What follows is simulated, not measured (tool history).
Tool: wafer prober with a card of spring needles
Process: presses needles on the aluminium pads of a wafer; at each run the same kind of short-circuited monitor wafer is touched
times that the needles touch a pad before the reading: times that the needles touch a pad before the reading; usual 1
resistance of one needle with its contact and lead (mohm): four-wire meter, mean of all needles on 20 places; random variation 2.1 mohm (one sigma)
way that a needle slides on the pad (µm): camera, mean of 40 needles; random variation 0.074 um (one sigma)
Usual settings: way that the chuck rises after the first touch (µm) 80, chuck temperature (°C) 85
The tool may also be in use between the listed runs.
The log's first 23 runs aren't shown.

run,day,way that the chuck rises after the first touch (µm),chuck temperature (°C),times that the needles touch a pad before the reading,resistance of one needle with its contact and lead (mohm),way that a needle slides on the pad (µm)
# day 27.288: tips cleaned on abrasive film
24,27.933,92,76,1,231,16.67
# day 28.546: tips cleaned on abrasive film
25,29.3,80,66,1,229,14.69
# day 29.838: tips cleaned on abrasive film
26,30.008,99,50,1,219,17.85
# day 31.042: tips cleaned on abrasive film
27,31.258,86,44,1,221,15.6
28,32.046,86,44,1,222,15.52
# day 32.329: tips cleaned on abrasive film
# day 33.533: tips cleaned on abrasive film
29,33.621,69,44,2,225,12.41
30,34.404,95,85,2,233,17.14
# day 34.783: tips cleaned on abrasive film
31,35.246,95,85,2,230,17.22
# day 36.075: tips cleaned on abrasive film
32,36.521,65,85,1,238,11.82

Forecast each of these 4 alternatives for the next run:
# day 37.312: tips cleaned on abrasive film
A,37.312,67,28,2,?,?
# day 37.312: tips cleaned on abrasive film
B,37.312,76,38,1,?,?
# day 37.312: tips cleaned on abrasive film
C,37.312,72,54,1,?,?
# day 37.312: tips cleaned on abrasive film
D,37.312,65,30,2,?,?

run,resistance of one needle with its contact and lead (mohm),way that a needle slides on the pad (µm)
A,221,12.16
B,227,13.85
C,226,12.86
D,225,11.77
Without the tool's hidden state the same runs would have given:
run,resistance of one needle with its contact and lead (mohm),way that a needle slides on the pad (µm)
A,221,12.45
B,227,14.18
C,225,13.16
D,225,12.06
